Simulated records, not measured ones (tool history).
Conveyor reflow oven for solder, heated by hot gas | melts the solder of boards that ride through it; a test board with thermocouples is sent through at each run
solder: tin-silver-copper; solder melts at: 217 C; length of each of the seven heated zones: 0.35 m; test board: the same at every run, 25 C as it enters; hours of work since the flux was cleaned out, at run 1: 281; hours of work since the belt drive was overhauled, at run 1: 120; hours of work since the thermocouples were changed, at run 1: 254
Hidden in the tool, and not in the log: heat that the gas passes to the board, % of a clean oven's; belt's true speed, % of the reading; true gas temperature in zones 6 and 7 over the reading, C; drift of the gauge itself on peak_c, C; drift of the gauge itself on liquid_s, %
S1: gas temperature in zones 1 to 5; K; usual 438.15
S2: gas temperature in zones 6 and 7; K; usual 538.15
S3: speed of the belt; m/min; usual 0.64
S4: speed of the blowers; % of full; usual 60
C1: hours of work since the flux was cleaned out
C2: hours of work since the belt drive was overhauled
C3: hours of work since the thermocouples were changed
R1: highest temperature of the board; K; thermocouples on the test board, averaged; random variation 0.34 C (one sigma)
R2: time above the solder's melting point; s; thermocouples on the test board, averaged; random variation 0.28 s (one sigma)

{"run": 1, "hour": 0.0, "S1": 438.15, "S2": 538.15, "S3": 0.64, "S4": 60, "C1": 281, "C2": 120, "C3": 254, "R1": 516.65, "R2": 39.1}
{"run": 2, "hour": 5.5, "S1": 438.15, "S2": 538.15, "S3": 0.64, "S4": 60, "C1": 285, "C2": 124, "C3": 258, "R1": 516.55, "R2": 38.3}
{"run": 3, "hour": 12.0, "S1": 438.15, "S2": 538.15, "S3": 0.64, "S4": 60, "C1": 290, "C2": 128, "C3": 263, "R1": 516.35, "R2": 39}
{"run": 4, "hour": 17.7, "S1": 438.15, "S2": 538.15, "S3": 0.64, "S4": 60, "C1": 294, "C2": 132, "C3": 267, "R1": 516.15, "R2": 38.6}
{"run": 5, "hour": 26.0, "S1": 438.15, "S2": 538.15, "S3": 0.64, "S4": 60, "C1": 299, "C2": 138, "C3": 272, "R1": 515.85, "R2": 38.8}
{"run": 6, "hour": 31.0, "S1": 438.15, "S2": 538.15, "S3": 0.64, "S4": 60, "C1": 303, "C2": 142, "C3": 276, "R1": 516.65, "R2": 39.2}
{"run": 7, "hour": 37.9, "S1": 438.15, "S2": 538.15, "S3": 0.64, "S4": 60, "C1": 308, "C2": 147, "C3": 281, "R1": 515.85, "R2": 39.2}
{"run": 8, "hour": 44.2, "S1": 441.15, "S2": 538.15, "S3": 0.766, "S4": 60, "C1": 312, "C2": 151, "C3": 285, "R1": 509.25, "R2": 26.3}
{"run": 9, "hour": 49.8, "S1": 438.15, "S2": 538.15, "S3": 0.758, "S4": 54, "C1": 316, "C2": 155, "C3": 289, "R1": 506.25, "R2": 22.4}
{"run": 10, "hour": 57.9, "S1": 438.15, "S2": 543.15, "S3": 0.736, "S4": 54, "C1": 322, "C2": 161, "C3": 295, "R1": 511.85, "R2": 28.3}
{"run": 11, "hour": 62.0, "S1": 438.15, "S2": 545.15, "S3": 0.64, "S4": 64, "C1": 325, "C2": 164, "C3": 298, "R1": 523.55, "R2": 45}
{"run": 12, "hour": 66.3, "S1": 438.15, "S2": 545.15, "S3": 0.64, "S4": 61, "C1": 328, "C2": 167, "C3": 301, "R1": 522.35, "R2": 43.9}
{"run": 13, "hour": 72.8, "S1": 438.15, "S2": 545.15, "S3": 0.64, "S4": 61, "C1": 332, "C2": 171, "C3": 305, "R1": 522.25, "R2": 43.3}

Forecast each of these 5 alternatives for the next run:
{"run": "A", "hour": 77.8, "S1": 438.15, "S2": 542.15, "S3": 0.597, "S4": 57, "C1": 336, "C2": 175, "C3": 309, "R1": "?", "R2": "?"}
{"run": "B", "hour": 77.8, "S1": 438.15, "S2": 538.15, "S3": 0.565, "S4": 56, "C1": 336, "C2": 175, "C3": 309, "R1": "?", "R2": "?"}
{"run": "C", "hour": 77.8, "S1": 448.15, "S2": 551.15, "S3": 0.723, "S4": 61, "C1": 336, "C2": 175, "C3": 309, "R1": "?", "R2": "?"}
{"run": "D", "hour": 77.8, "S1": 438.15, "S2": 542.15, "S3": 0.64, "S4": 57, "C1": 336, "C2": 175, "C3": 309, "R1": "?", "R2": "?"}
{"run": "E", "hour": 77.8, "S1": 449.15, "S2": 529.15, "S3": 0.64, "S4": 60, "C1": 336, "C2": 175, "C3": 309, "R1": "?", "R2": "?"}

run=A R1=520.75 R2=46
run=B R1=518.75 R2=47.7
run=C R1=524.25 R2=41.9
run=D R1=517.95 R2=40.3
run=E R1=510.85 R2=37.3
Without the tool's hidden state the same runs would have given:
run=A R1=524.45 R2=49.1
run=B R1=522.25 R2=50.9
run=C R1=528.45 R2=44.7
run=D R1=521.85 R2=43.7
run=E R1=514.25 R2=41.3
